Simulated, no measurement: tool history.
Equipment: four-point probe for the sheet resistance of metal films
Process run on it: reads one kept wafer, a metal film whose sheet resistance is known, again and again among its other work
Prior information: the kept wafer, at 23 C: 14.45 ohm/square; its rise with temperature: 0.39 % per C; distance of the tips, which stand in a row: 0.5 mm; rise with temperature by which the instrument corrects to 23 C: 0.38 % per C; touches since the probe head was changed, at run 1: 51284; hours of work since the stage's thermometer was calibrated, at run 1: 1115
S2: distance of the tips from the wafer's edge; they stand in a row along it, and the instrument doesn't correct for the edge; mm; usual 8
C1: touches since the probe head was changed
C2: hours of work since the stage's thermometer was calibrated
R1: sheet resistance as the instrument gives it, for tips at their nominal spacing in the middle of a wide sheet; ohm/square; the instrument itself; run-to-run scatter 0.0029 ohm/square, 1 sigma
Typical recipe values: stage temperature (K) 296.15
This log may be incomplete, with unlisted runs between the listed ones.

run 1 hour=0.0 | stage_temperature_(K)=296.15 S2=8 | C1=51284 C2=1115 | R1=14.482467
run 2 hour=99.0 | stage_temperature_(K)=296.15 S2=8 | C1=53845 C2=1170 | R1=14.482317
run 3 hour=145.8 | stage_temperature_(K)=296.15 S2=8 | C1=55055 C2=1197 | R1=14.484294
run 4 hour=210.0 | stage_temperature_(K)=296.15 S2=8 | C1=56716 C2=1233 | R1=14.479248
run 5 hour=267.7 | stage_temperature_(K)=296.15 S2=8 | C1=58207 C2=1265 | R1=14.479795
run 6 hour=355.0 | stage_temperature_(K)=303.15 S2=8 | C1=60466 C2=1314 | R1=14.484904
run 7 hour=442.3 | stage_temperature_(K)=303.15 S2=8 | C1=62723 C2=1363 | R1=14.481242
run 8 hour=543.4 | stage_temperature_(K)=296.15 S2=8 | C1=65339 C2=1420 | R1=14.467757
run 9 hour=628.6 | stage_temperature_(K)=296.15 S2=8 | C1=67543 C2=1468 | R1=14.470111
run 10 hour=672.8 | stage_temperature_(K)=296.15 S2=8 | C1=68684 C2=1493 | R1=14.471112
run 11 hour=731.9 | stage_temperature_(K)=296.15 S2=8 | C1=70213 C2=1526 | R1=14.468678
run 12 hour=830.0 | stage_temperature_(K)=294.15 S2=8 | C1=72751 C2=1581 | R1=14.457768
run 13 hour=878.1 | stage_temperature_(K)=296.15 S2=4 | C1=73994 C2=1608 | R1=14.552788
run 14 hour=924.8 | stage_temperature_(K)=296.15 S2=4 | C1=75202 C2=1635 | R1=14.551590
run 15 hour=980.1 | stage_temperature_(K)=294.15 S2=8 | C1=76632 C2=1666 | R1=14.457496
run 16 hour=1034.5 | stage_temperature_(K)=294.15 S2=8 | C1=78038 C2=1696 | R1=14.455045
run 17 hour=1087.7 | stage_temperature_(K)=294.15 S2=4 | C1=79415 C2=1726 | R1=14.543906
run 18 hour=1166.2 | stage_temperature_(K)=296.15 S2=57 | C1=81447 C2=1770 | R1=14.423930
run 19 hour=1236.8 | stage_temperature_(K)=296.15 S2=8 | C1=83270 C2=1810 | R1=14.451796
run 20 hour=1298.3 | stage_temperature_(K)=296.15 S2=8 | C1=84862 C2=1845 | R1=14.457214
run 21 hour=1390.0 | stage_temperature_(K)=296.15 S2=8 | C1=87235 C2=1896 | R1=14.450838
run 22 hour=1444.9 | stage_temperature_(K)=296.15 S2=8 | C1=88655 C2=1927 | R1=14.452657
run 23 hour=1522.7 | stage_temperature_(K)=300.15 S2=6 | C1=90665 C2=1971 | R1=14.476505
run 24 hour=1586.6 | stage_temperature_(K)=300.15 S2=4 | C1=92317 C2=2007 | R1=14.542063
run 25 hour=1686.2 | stage_temperature_(K)=295.15 S2=28 | C1=94894 C2=2063 | R1=14.422819
run 26 hour=1738.0 | stage_temperature_(K)=295.15 S2=28 | C1=96233 C2=2092 | R1=14.413855
run 27 hour=1795.6 | stage_temperature_(K)=295.15 S2=28 | C1=97723 C2=2124 | R1=14.416468
run 28 hour=1839.7 | stage_temperature_(K)=293.15 S2=15 | C1=98865 C2=2149 | R1=14.412578
run 29 hour=1891.1 | stage_temperature_(K)=303.15 S2=14 | C1=100193 C2=2178 | R1=14.427483
run 30 hour=1992.7 | stage_temperature_(K)=303.15 S2=14 | C1=102822 C2=2235 | R1=14.425067
run 31 hour=2072.1 | stage_temperature_(K)=292.15 S2=66 | C1=104874 C2=2280 | R1=14.399046
run 32 hour=2140.7 | stage_temperature_(K)=297.15 S2=4 | C1=106649 C2=2318 | R1=14.530317
run 33 hour=2201.9 | stage_temperature_(K)=296.15 S2=35 | C1=108231 C2=2353 | R1=14.405766
-- hour=2253.6 stage's thermometer calibrated
run 34 hour=2269.4 | stage_temperature_(K)=293.15 S2=32 | C1=109964 C2=9 | R1=14.431263
run 35 hour=2341.4 | stage_temperature_(K)=301.15 S2=11 | C1=111826 C2=49 | R1=14.450197
run 36 hour=2440.2 | stage_temperature_(K)=301.15 S2=11 | C1=114383 C2=105 | R1=14.445221
run 37 hour=2515.6 | stage_temperature_(K)=292.15 S2=48 | C1=116331 C2=147 | R1=14.419280
run 38 hour=2600.1 | stage_temperature_(K)=292.15 S2=48 | C1=118517 C2=195 | R1=14.409719
run 39 hour=2673.9 | stage_temperature_(K)=292.15 S2=48 | C1=120425 C2=236 | R1=14.418625
run 40 hour=2722.9 | stage_temperature_(K)=294.15 S2=41 | C1=121692 C2=264 | R1=14.417062
run 41 hour=2800.3 | stage_temperature_(K)=295.15 S2=3 | C1=123694 C2=307 | R1=14.628383
run 42 hour=2887.5 | stage_temperature_(K)=295.15 S2=3 | C1=125949 C2=356 | R1=14.623821
run 43 hour=2952.6 | stage_temperature_(K)=303.15 S2=46 | C1=127634 C2=393 | R1=14.425700
run 44 hour=3007.3 | stage_temperature_(K)=291.15 S2=5 | C1=129049 C2=424 | R1=14.477910

For each run, the measured value with the value that run would have given without the tool's hidden condition subtracted. The run-to-run variation is shared by both, the gauge scatter possibly not:
The tool's hidden condition here consists of: inner tips' distance over the nominal, %; tips' flats over new ones', %; wafer's true temperature over the reading, C; drift of the gauge itself on sheet_ohm, %.
run=1 R1=+0.003836
run=2 R1=+0.001611
run=3 R1=+0.000485
run=4 R1=-0.001087
run=5 R1=-0.002431
run=6 R1=-0.004383
run=7 R1=-0.006336
run=8 R1=-0.009139
run=9 R1=-0.011254
run=10 R1=-0.012218
run=11 R1=-0.013613
run=12 R1=-0.016044
run=13 R1=-0.017184
run=14 R1=-0.018231
run=15 R1=-0.019496
run=16 R1=-0.020810
run=17 R1=-0.022161
run=18 R1=-0.023585
run=19 R1=-0.025300
run=20 R1=-0.026697
run=21 R1=-0.028817
run=22 R1=-0.030090
run=23 R1=-0.031482
run=24 R1=-0.033123
run=25 R1=-0.035584
run=26 R1=-0.036833
run=27 R1=-0.038223
run=28 R1=-0.039538
run=29 R1=-0.039802
run=30 R1=-0.042194
run=31 R1=-0.045036
run=32 R1=-0.046392
run=33 R1=-0.047540
run=34 R1=-0.021737
run=35 R1=-0.023374
run=36 R1=-0.025425
run=37 R1=-0.027380
run=38 R1=-0.029340
run=39 R1=-0.031067
run=40 R1=-0.032181
run=41 R1=-0.034320
run=42 R1=-0.036445
run=43 R1=-0.037346
run=44 R1=-0.039038

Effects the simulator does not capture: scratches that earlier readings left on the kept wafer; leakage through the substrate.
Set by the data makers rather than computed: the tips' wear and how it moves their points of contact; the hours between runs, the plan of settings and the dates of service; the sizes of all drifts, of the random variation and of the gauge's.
